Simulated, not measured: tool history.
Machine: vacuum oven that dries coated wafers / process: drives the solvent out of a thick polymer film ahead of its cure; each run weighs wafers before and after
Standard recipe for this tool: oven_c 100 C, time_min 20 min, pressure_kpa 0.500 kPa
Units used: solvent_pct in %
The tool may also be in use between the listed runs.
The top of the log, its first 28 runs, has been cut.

run   hour  oven_c  time_min  pressure_kpa  hours of work since the thermocouples were calibrated  hours of work since the vacuum gauge was cleaned of residue  solvent_pct
 29  552.4     112        20         0.437                                                    417                                                          323         0.62
 30  568.8     103        31         1.003                                                    424                                                          330         1.50
 31  592.0     103        16         0.476                                                    434                                                          340         1.40
 32  614.4      92        13         1.664                                                    444                                                          350         7.60
 33  633.6     103        20         1.386                                                    453                                                          359         2.17
 34  653.2     111        20         0.500                                                    462                                                          368         0.61
 35  671.2     110        33         0.500                                                    470                                                          376         0.65
 36  693.0     113        20         0.362                                                    479                                                          385         0.49
 37  703.5     103        20         0.500                                                    484                                                          390         1.18
 38  716.8     109        20         0.500                                                    490                                                          396         0.73
 39  741.2     109        20         0.500                                                    501                                                          407         0.71
 40  757.6     100        15         0.339                                                    508                                                          414         2.09
 41  769.8     100        18         0.319                                                    514                                                          420         1.57
 42  794.9     100        16         0.319                                                    525                                                          431         1.85

Here are 3 independent what-if runs from the current tool condition. What would each one return?
  A  811.8     100        20         0.561                                                    532                                                          438            ?
  B  811.8      94        20         1.192                                                    532                                                          438            ?
  C  811.8     100        33         1.005                                                    532                                                          438            ?

run  solvent_pct
  A         1.67
  B         4.08
  C         1.82
Without the tool's unlogged condition, the same runs would have read:
run  solvent_pct
  A         1.60
  B         4.14
  C         1.65

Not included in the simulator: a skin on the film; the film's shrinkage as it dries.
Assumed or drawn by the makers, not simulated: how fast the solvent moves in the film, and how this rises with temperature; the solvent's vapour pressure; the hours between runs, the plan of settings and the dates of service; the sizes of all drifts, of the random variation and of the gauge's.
